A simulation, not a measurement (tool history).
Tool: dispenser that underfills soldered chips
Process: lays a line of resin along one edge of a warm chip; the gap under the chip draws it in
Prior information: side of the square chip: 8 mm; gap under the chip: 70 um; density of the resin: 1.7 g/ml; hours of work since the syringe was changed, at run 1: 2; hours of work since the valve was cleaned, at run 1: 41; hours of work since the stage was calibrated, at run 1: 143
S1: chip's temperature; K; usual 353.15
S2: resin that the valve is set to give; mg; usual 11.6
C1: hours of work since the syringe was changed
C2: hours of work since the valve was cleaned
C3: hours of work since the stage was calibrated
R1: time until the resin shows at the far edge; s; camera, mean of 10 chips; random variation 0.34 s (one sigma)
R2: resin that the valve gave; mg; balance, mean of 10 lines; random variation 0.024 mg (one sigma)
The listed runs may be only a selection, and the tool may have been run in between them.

Run 1, hour 0: usual settings; C1 2; C2 41; C3 143. Result: R1 19.5 s, R2 11.43 mg.
At hour 11.1: new syringe of resin.
Run 2, hour 14.7: usual settings; C1 2; C2 50; C3 153. Result: R1 20.1 s, R2 11.4 mg.
Run 3, hour 22.9: usual settings; C1 8; C2 56; C3 158. Result: R1 29.2 s, R2 11.4 mg.
At hour 25.2: new syringe of resin.
Run 4, hour 34.5: usual settings but S1 346.15 K; C1 6; C2 63; C3 165. Result: R1 38 s, R2 11.33 mg.
At hour 39: new syringe of resin.
Run 5, hour 45.9: usual settings but S1 364.15 K; C1 5; C2 71; C3 173. Result: R1 13.6 s, R2 11.35 mg.
At hour 52.6: new syringe of resin.
Run 6, hour 56.2: usual settings; C1 2; C2 77; C3 179. Result: R1 19.8 s, R2 11.31 mg.
Run 7, hour 64.7: usual settings; C1 8; C2 83; C3 185. Result: R1 30.4 s, R2 11.27 mg.
At hour 66.4: new syringe of resin.
Run 8, hour 75.7: usual settings but S2 12.4 mg; C1 6; C2 90; C3 192. Result: R1 25.8 s, R2 12.04 mg.
At hour 80.8: new syringe of resin.
Run 9, hour 82.9: usual settings but S2 9.9 mg; C1 1; C2 94; C3 196. Result: R1 19.6 s, R2 9.58 mg.
At hour 90.2: dispensing valve cleaned and set on the balance.
At hour 95.6: new syringe of resin.
Run 10, hour 95.6: usual settings but S1 350.15 K, S2 9.9 mg; C1 0; C2 3; C3 204. Result: R1 21.2 s, R2 9.88 mg.
At hour 109.6: new syringe of resin.
Run 11, hour 110: usual settings but S1 350.15 K, S2 9.9 mg; C1 0; C2 13; C3 213. Result: R1 20.4 s, R2 9.87 mg.
Run 12, hour 117.9: usual settings but S1 350.15 K, S2 9.9 mg; C1 5; C2 18; C3 218. Result: R1 29.2 s, R2 9.87 mg.
At hour 123.9: new syringe of resin.
Run 13, hour 127.4: usual settings but S1 352.15 K; C1 2; C2 24; C3 224. Result: R1 20.4 s, R2 11.51 mg.
At hour 137.7: new syringe of resin.
Run 14, hour 140: usual settings but S2 13.3 mg; C1 1; C2 32; C3 233. Result: R1 18.8 s, R2 13.23 mg.
Run 15, hour 149.1: usual settings but S2 14.5 mg; C1 7; C2 38; C3 239. Result: R1 28.2 s, R2 14.33 mg.
At hour 151.6: new syringe of resin.
Run 16, hour 162.4: usual settings but S1 365.15 K; C1 7; C2 47; C3 247. Result: R1 15.7 s, R2 11.47 mg.
At hour 165.4: new syringe of resin.
Run 17, hour 173.3: usual settings but S1 367.15 K; C1 5; C2 53; C3 254. Result: R1 12.7 s, R2 11.44 mg.
At hour 179.6: new syringe of resin.
Run 18, hour 185: usual settings but S1 367.15 K; C1 4; C2 61; C3 262. Result: R1 11 s, R2 11.36 mg.
Run 19, hour 192.9: usual settings but S1 367.15 K; C1 9; C2 66; C3 267. Result: R1 16.6 s, R2 11.33 mg.
At hour 194.2: new syringe of resin.
Run 20, hour 202.2: usual settings but S1 367.15 K; C1 5; C2 72; C3 273. Result: R1 12.3 s, R2 11.36 mg.
At hour 208.2: new syringe of resin.
Run 21, hour 210.7: usual settings but S1 364.15 K; C1 2; C2 77; C3 278. Result: R1 11.2 s, R2 11.33 mg.
At hour 221.8: new syringe of resin.
Run 22, hour 223.5: usual settings but S1 364.15 K; C1 1; C2 86; C3 286. Result: R1 10.4 s, R2 11.29 mg.
Run 23, hour 234.8: usual settings but S1 364.15 K; C1 9; C2 93; C3 294. Result: R1 18.8 s, R2 11.27 mg.
At hour 236.1: new syringe of resin.
At hour 243.8: dispensing valve cleaned and set on the balance.
Run 24, hour 245.8: usual settings but S1 354.15 K, S2 11.1 mg; C1 6; C2 1; C3 300. Result: R1 25.7 s, R2 11.09 mg.
At hour 251.2: new syringe of resin.
Run 25, hour 258.8: usual settings but S1 341.15 K, S2 11.9 mg; C1 5; C2 10; C3 308. Result: R1 47.3 s, R2 11.84 mg.
At hour 265: new syringe of resin.
Run 26, hour 271.3: usual settings but S1 345.15 K; C1 4; C2 18; C3 316. Result: R1 35.2 s, R2 11.53 mg.
At hour 279.2: new syringe of resin.
Run 27, hour 279.4: usual settings but S1 343.15 K, S2 11.4 mg; C1 0; C2 23; C3 322. Result: R1 28.1 s, R2 11.29 mg.
Run 28, hour 289: usual settings but S1 358.15 K, S2 12.9 mg; C1 6; C2 29; C3 328. Result: R1 20.4 s, R2 12.82 mg.
At hour 293.5: new syringe of resin.
Run 29, hour 300.8: usual settings but S1 358.15 K, S2 12.9 mg; C1 5; C2 37; C3 335. Result: R1 18.6 s, R2 12.73 mg.
At hour 307.5: new syringe of resin.
Run 30, hour 312.3: usual settings but S1 349.15 K, S2 13.6 mg; C1 3; C2 44; C3 343. Result: R1 26.3 s, R2 13.45 mg.
At hour 321.7: new syringe of resin.
Run 31, hour 326.3: usual settings but S1 352.15 K, S2 12 mg; C1 3; C2 53; C3 352. Result: R1 23.3 s, R2 11.76 mg.
Run 32, hour 334: usual settings but S1 364.15 K, S2 12.3 mg; C1 8; C2 58; C3 357. Result: R1 17.9 s, R2 12.06 mg.
At hour 336: new syringe of resin.
Run 33, hour 346.1: usual settings but S2 14.1 mg; C1 7; C2 66; C3 365. Result: R1 27.7 s, R2 13.82 mg.
At hour 350.3: new syringe of resin.
Run 34, hour 353.4: usual settings but S1 356.15 K, S2 12.4 mg; C1 2; C2 70; C3 369. Result: R1 17 s, R2 12.13 mg.
At hour 364.5: new syringe of resin.
Run 35, hour 364.6: usual settings but S1 338.15 K, S2 12.5 mg; C1 0; C2 78; C3 376. Result: R1 37.6 s, R2 12.18 mg.

Forecast each of these 3 alternatives for the next run:
Run A, hour 377.5: usual settings but S1 366.15 K, S2 13.4 mg; C1 9; C2 86; C3 385. Result: R1 ?, R2 ?.
Run B, hour 377.5: usual settings but S1 367.15 K, S2 12.2 mg; C1 9; C2 86; C3 385. Result: R1 ?, R2 ?.
Run C, hour 377.5: usual settings but S1 360.15 K; C1 9; C2 86; C3 385. Result: R1 ?, R2 ?.

run    R1     R2
  A  16.6  13.05
  B  16.9  11.89
  C  22.2  11.28
What these runs would have given with no unlogged condition in the tool:
run    R1     R2
  A   8.5  13.41
  B     9  12.23
  C  11.3  11.59
